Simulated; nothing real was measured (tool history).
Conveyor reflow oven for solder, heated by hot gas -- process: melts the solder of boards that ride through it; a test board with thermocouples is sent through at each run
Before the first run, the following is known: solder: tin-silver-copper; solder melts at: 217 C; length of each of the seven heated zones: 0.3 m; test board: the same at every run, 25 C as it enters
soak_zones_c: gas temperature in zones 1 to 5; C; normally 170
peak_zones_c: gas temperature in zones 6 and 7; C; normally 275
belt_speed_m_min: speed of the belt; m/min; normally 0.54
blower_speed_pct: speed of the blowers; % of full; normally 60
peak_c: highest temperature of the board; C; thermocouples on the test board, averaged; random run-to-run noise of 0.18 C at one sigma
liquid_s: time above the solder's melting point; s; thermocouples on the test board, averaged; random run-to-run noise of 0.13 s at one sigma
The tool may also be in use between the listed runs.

| run | hour | soak_zones_c | peak_zones_c | belt_speed_m_min | blower_speed_pct | peak_c | liquid_s |
|---|---|---|---|---|---|---|---|
| 1 | 0 | 170 | 275 | 0.54 | 60 | 256.1 | 50.6 |
| 2 | 50.8 | 170 | 275 | 0.54 | 60 | 255.7 | 50.4 |
|  | 100.8 | flux residue cleaned out of gas plates and filters |
| 3 | 104.4 | 170 | 275 | 0.54 | 60 | 256.2 | 50.4 |
| 4 | 145.7 | 170 | 275 | 0.54 | 60 | 256 | 50.3 |
| 5 | 218.6 | 170 | 275 | 0.54 | 60 | 255.7 | 50.4 |
| 6 | 282.9 | 170 | 275 | 0.54 | 60 | 256 | 50.6 |
| 7 | 347.3 | 170 | 275 | 0.618 | 60 | 250.4 | 40.2 |
| 8 | 378.8 | 170 | 275 | 0.618 | 60 | 250.4 | 40.3 |
| 9 | 423.7 | 170 | 278 | 0.54 | 60 | 258.4 | 52 |
|  | 467.5 | belt drive overhauled, speed set with a stopwatch |
| 10 | 468.3 | 170 | 278 | 0.54 | 60 | 258.1 | 51.8 |
|  | 483.4 | flux residue cleaned out of gas plates and filters |
| 11 | 530 | 170 | 275 | 0.54 | 71 | 258.2 | 52.2 |
| 12 | 585.8 | 170 | 275 | 0.54 | 60 | 255.8 | 50.5 |
| 13 | 631 | 170 | 275 | 0.54 | 60 | 255.9 | 50.3 |
| 14 | 677.7 | 170 | 275 | 0.54 | 88 | 260.5 | 53.9 |
| 15 | 723 | 182 | 270 | 0.439 | 56 | 258.9 | 69.8 |
| 16 | 790.5 | 170 | 275 | 0.462 | 89 | 265.2 | 66.1 |
| 17 | 820.8 | 170 | 275 | 0.462 | 89 | 265 | 66.3 |
|  | 865 | flux residue cleaned out of gas plates and filters |
| 18 | 886.2 | 170 | 286 | 0.54 | 88 | 270.9 | 58.3 |
| 19 | 955.9 | 177 | 264 | 0.54 | 72 | 249.6 | 49.2 |
| 20 | 992.6 | 162 | 264 | 0.54 | 55 | 243.3 | 39.3 |
| 21 | 1041.7 | 170 | 278 | 0.54 | 76 | 261.4 | 53.9 |
| 22 | 1084.3 | 180 | 271 | 0.574 | 67 | 253.7 | 49 |
| 23 | 1133 | 170 | 275 | 0.54 | 51 | 253.4 | 48.3 |
| 24 | 1182.7 | 170 | 275 | 0.486 | 67 | 260.5 | 59.8 |
| 25 | 1223.4 | 169 | 280 | 0.591 | 77 | 259.7 | 47.8 |
|  | 1235.9 | thermocouples of zones 6 and 7 changed |
|  | 1244.2 | flux residue cleaned out of gas plates and filters |
| 26 | 1262.3 | 169 | 280 | 0.518 | 59 | 261.2 | 55.7 |
| 27 | 1312.4 | 161 | 283 | 0.645 | 60 | 252.9 | 37.4 |
| 28 | 1382.1 | 161 | 283 | 0.645 | 60 | 252.8 | 37.5 |

Below are 3 alternative next runs, each starting from the tool's condition after run 28. Predict each:
| A | 1424.9 | 170 | 267 | 0.432 | 53 | ? | ? |
| B | 1424.9 | 174 | 283 | 0.645 | 83 | ? | ? |
| C | 1424.9 | 157 | 275 | 0.568 | 60 | ? | ? |

| run | peak_c | liquid_s |
|---|---|---|
| A | 254.4 | 63.8 |
| B | 261.5 | 45.3 |
| C | 251.3 | 41.3 |
What these runs would have given with no unlogged condition in the tool:
| run | peak_c | liquid_s |
|---|---|---|
| A | 254.4 | 63.7 |
| B | 261.5 | 45.3 |
| C | 251.4 | 41.3 |
